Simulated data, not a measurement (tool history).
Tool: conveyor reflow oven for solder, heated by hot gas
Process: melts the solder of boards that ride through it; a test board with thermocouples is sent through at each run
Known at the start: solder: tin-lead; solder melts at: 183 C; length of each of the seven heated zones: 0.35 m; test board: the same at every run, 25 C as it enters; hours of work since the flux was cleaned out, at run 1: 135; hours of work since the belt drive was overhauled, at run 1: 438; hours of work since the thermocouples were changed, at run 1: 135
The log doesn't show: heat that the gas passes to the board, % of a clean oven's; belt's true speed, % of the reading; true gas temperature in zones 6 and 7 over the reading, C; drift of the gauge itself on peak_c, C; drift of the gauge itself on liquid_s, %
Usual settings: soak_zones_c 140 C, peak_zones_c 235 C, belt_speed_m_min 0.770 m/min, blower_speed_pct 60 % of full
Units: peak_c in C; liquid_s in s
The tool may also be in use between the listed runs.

| run | day | soak_zones_c | peak_zones_c | belt_speed_m_min | blower_speed_pct | hours of work since the flux was cleaned out | hours of work since the belt drive was overhauled | hours of work since the thermocouples were changed | peak_c | liquid_s |
|---|---|---|---|---|---|---|---|---|---|---|
| 1 | 0.000 | 140 | 235 | 0.770 | 60 | 135 | 438 | 135 | 216.9 | 40.9 |
| 2 | 1.738 | 140 | 235 | 0.770 | 60 | 155 | 458 | 155 | 216.5 | 40.7 |
| 3 | 2.846 | 140 | 235 | 0.770 | 60 | 168 | 471 | 168 | 216.7 | 41.0 |
|  | 4.138 | flux residue cleaned out of gas plates and filters |
| 4 | 4.683 | 140 | 235 | 0.770 | 53 | 6 | 489 | 186 | 214.8 | 39.6 |
| 5 | 5.579 | 140 | 235 | 0.770 | 53 | 17 | 500 | 197 | 214.7 | 39.4 |
| 6 | 7.342 | 140 | 235 | 0.770 | 53 | 37 | 520 | 217 | 214.8 | 39.5 |
| 7 | 8.258 | 140 | 235 | 0.757 | 60 | 47 | 530 | 227 | 217.8 | 41.7 |
| 8 | 9.238 | 140 | 235 | 0.770 | 60 | 59 | 542 | 239 | 216.4 | 40.7 |
| 9 | 11.154 | 140 | 235 | 0.770 | 60 | 81 | 564 | 261 | 216.3 | 40.9 |
| 10 | 12.462 | 140 | 242 | 0.770 | 60 | 96 | 579 | 276 | 222.6 | 43.9 |
| 11 | 13.554 | 140 | 235 | 0.770 | 60 | 108 | 591 | 288 | 216.8 | 41.0 |
| 12 | 15.275 | 140 | 235 | 0.770 | 60 | 128 | 611 | 308 | 216.9 | 40.8 |
| 13 | 16.662 | 140 | 235 | 0.770 | 60 | 144 | 627 | 324 | 216.9 | 40.9 |
| 14 | 18.571 | 140 | 235 | 0.905 | 60 | 166 | 649 | 346 | 210.7 | 30.6 |
|  | 20.075 | flux residue cleaned out of gas plates and filters |
| 15 | 20.088 | 140 | 235 | 0.752 | 60 | 0 | 664 | 361 | 217.3 | 42.5 |
| 16 | 21.304 | 140 | 228 | 0.770 | 60 | 14 | 678 | 375 | 210.2 | 37.3 |
| 17 | 22.488 | 140 | 228 | 0.770 | 60 | 28 | 691 | 389 | 210.5 | 37.2 |
| 18 | 23.383 | 140 | 228 | 0.770 | 60 | 38 | 702 | 399 | 210.4 | 37.0 |
| 19 | 24.838 | 134 | 237 | 0.727 | 55 | 55 | 718 | 416 | 218.1 | 42.6 |
| 20 | 25.833 | 144 | 237 | 0.727 | 70 | 66 | 730 | 427 | 223.4 | 48.5 |
| 21 | 26.992 | 144 | 237 | 0.727 | 70 | 79 | 743 | 440 | 223.1 | 48.5 |
| 22 | 28.354 | 144 | 237 | 0.727 | 70 | 95 | 759 | 456 | 223.2 | 48.3 |
| 23 | 29.846 | 150 | 231 | 0.727 | 55 | 112 | 776 | 473 | 215.8 | 45.9 |
| 24 | 30.671 | 150 | 231 | 0.727 | 55 | 122 | 785 | 483 | 216.0 | 45.9 |
| 25 | 32.217 | 140 | 226 | 0.770 | 60 | 139 | 803 | 500 | 208.5 | 35.9 |
| 26 | 33.083 | 148 | 232 | 0.810 | 76 | 149 | 813 | 510 | 218.1 | 41.5 |
| 27 | 34.612 | 128 | 241 | 0.878 | 65 | 167 | 831 | 528 | 215.8 | 32.3 |
|  | 35.962 | flux residue cleaned out of gas plates and filters |
| 28 | 36.642 | 128 | 241 | 0.878 | 65 | 8 | 852 | 549 | 215.5 | 32.1 |
| 29 | 37.896 | 140 | 246 | 0.770 | 60 | 22 | 866 | 563 | 226.4 | 46.1 |
| 30 | 39.304 | 140 | 246 | 0.770 | 52 | 38 | 882 | 579 | 223.8 | 44.7 |

3 ways to go on from here, each from the tool as it stands after run 30. What would each give?
| A | 40.588 | 140 | 235 | 0.770 | 60 | 53 | 897 | 594 | ? | ? |
| B | 40.588 | 127 | 240 | 0.770 | 80 | 53 | 897 | 594 | ? | ? |
| C | 40.588 | 152 | 235 | 0.628 | 60 | 53 | 897 | 594 | ? | ? |

| run | peak_c | liquid_s |
|---|---|---|
| A | 217.2 | 40.8 |
| B | 223.2 | 41.9 |
| C | 224.7 | 59.7 |
Without the tool's hidden state the same runs would have given:
| run | peak_c | liquid_s |
|---|---|---|
| A | 217.2 | 40.8 |
| B | 223.2 | 41.9 |
| C | 224.8 | 59.7 |
